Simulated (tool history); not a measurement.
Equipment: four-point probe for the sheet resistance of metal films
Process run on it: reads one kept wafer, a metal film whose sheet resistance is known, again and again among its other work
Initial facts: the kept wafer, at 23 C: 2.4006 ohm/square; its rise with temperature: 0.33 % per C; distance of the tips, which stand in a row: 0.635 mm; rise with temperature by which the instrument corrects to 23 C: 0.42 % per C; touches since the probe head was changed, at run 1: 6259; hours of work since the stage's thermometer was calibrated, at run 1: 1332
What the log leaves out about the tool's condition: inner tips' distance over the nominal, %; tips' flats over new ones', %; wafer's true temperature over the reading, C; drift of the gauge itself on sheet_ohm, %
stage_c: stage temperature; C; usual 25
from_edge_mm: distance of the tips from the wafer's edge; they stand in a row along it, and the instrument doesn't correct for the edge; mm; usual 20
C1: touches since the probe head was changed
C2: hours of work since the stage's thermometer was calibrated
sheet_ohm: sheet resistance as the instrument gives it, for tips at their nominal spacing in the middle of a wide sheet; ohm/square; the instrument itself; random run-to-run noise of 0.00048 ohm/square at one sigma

Run 1, hour 0.0: usual settings; C1 6259; C2 1332. Result: sheet_ohm 2.413839 ohm/square.
Run 2, hour 12.7: usual settings; C1 6403; C2 1338. Result: sheet_ohm 2.413021 ohm/square.
Run 3, hour 37.9: usual settings; C1 6688; C2 1351. Result: sheet_ohm 2.413755 ohm/square.
Run 4, hour 56.0: usual settings; C1 6893; C2 1361. Result: sheet_ohm 2.413142 ohm/square.
Run 5, hour 80.0: usual settings; C1 7163; C2 1373. Result: sheet_ohm 2.412988 ohm/square.
Run 6, hour 93.0: usual settings; C1 7311; C2 1380. Result: sheet_ohm 2.413011 ohm/square.
Run 7, hour 106.7: usual settings; C1 7466; C2 1387. Result: sheet_ohm 2.412433 ohm/square.
Run 8, hour 132.3: usual settings; C1 7755; C2 1400. Result: sheet_ohm 2.413157 ohm/square.
Run 9, hour 145.4: usual settings; C1 7903; C2 1407. Result: sheet_ohm 2.413562 ohm/square.
Run 10, hour 165.1: usual settings but stage_c 19 C, from_edge_mm 14 mm; C1 8126; C2 1417. Result: sheet_ohm 2.426268 ohm/square.
Run 11, hour 178.2: usual settings but stage_c 19 C, from_edge_mm 14 mm; C1 8274; C2 1424. Result: sheet_ohm 2.425887 ohm/square.
Run 12, hour 189.8: usual settings but stage_c 19 C, from_edge_mm 14 mm; C1 8405; C2 1430. Result: sheet_ohm 2.426385 ohm/square.
At hour 192.4: stage's thermometer calibrated.
Run 13, hour 214.8: usual settings but stage_c 19 C, from_edge_mm 14 mm; C1 8682; C2 12. Result: sheet_ohm 2.427756 ohm/square.
Run 14, hour 239.1: usual settings but stage_c 19 C, from_edge_mm 14 mm; C1 8956; C2 24. Result: sheet_ohm 2.427630 ohm/square.
Run 15, hour 261.8: usual settings but stage_c 28 C, from_edge_mm 42 mm; C1 9214; C2 36. Result: sheet_ohm 2.407721 ohm/square.
Run 16, hour 288.1: usual settings but stage_c 28 C, from_edge_mm 42 mm; C1 9510; C2 49. Result: sheet_ohm 2.407694 ohm/square.
Run 17, hour 303.8: usual settings but stage_c 20 C, from_edge_mm 10 mm; C1 9688; C2 58. Result: sheet_ohm 2.428607 ohm/square.

5 ways to go on from here, each from the tool as it stands after run 17. What would each give?
Run A, hour 318.1: usual settings but stage_c 20 C, from_edge_mm 10 mm; C1 9850; C2 65. Result: sheet_ohm ?.
Run B, hour 318.1: usual settings but stage_c 20 C; C1 9850; C2 65. Result: sheet_ohm ?.
Run C, hour 318.1: usual settings but stage_c 27 C, from_edge_mm 50 mm; C1 9850; C2 65. Result: sheet_ohm ?.
Run D, hour 318.1: usual settings but stage_c 19 C, from_edge_mm 6 mm; C1 9850; C2 65. Result: sheet_ohm ?.
Run E, hour 318.1: usual settings but stage_c 30 C, from_edge_mm 4 mm; C1 9850; C2 65. Result: sheet_ohm ?.

run  sheet_ohm
  A   2.430046
  B   2.424358
  C   2.409463
  D   2.440380
  E   2.435130
Take away the tool's hidden state, keep each run's random variation, and the runs would have read:
run  sheet_ohm
  A   2.413347
  B   2.407697
  C   2.393027
  D   2.423595
  E   2.418582
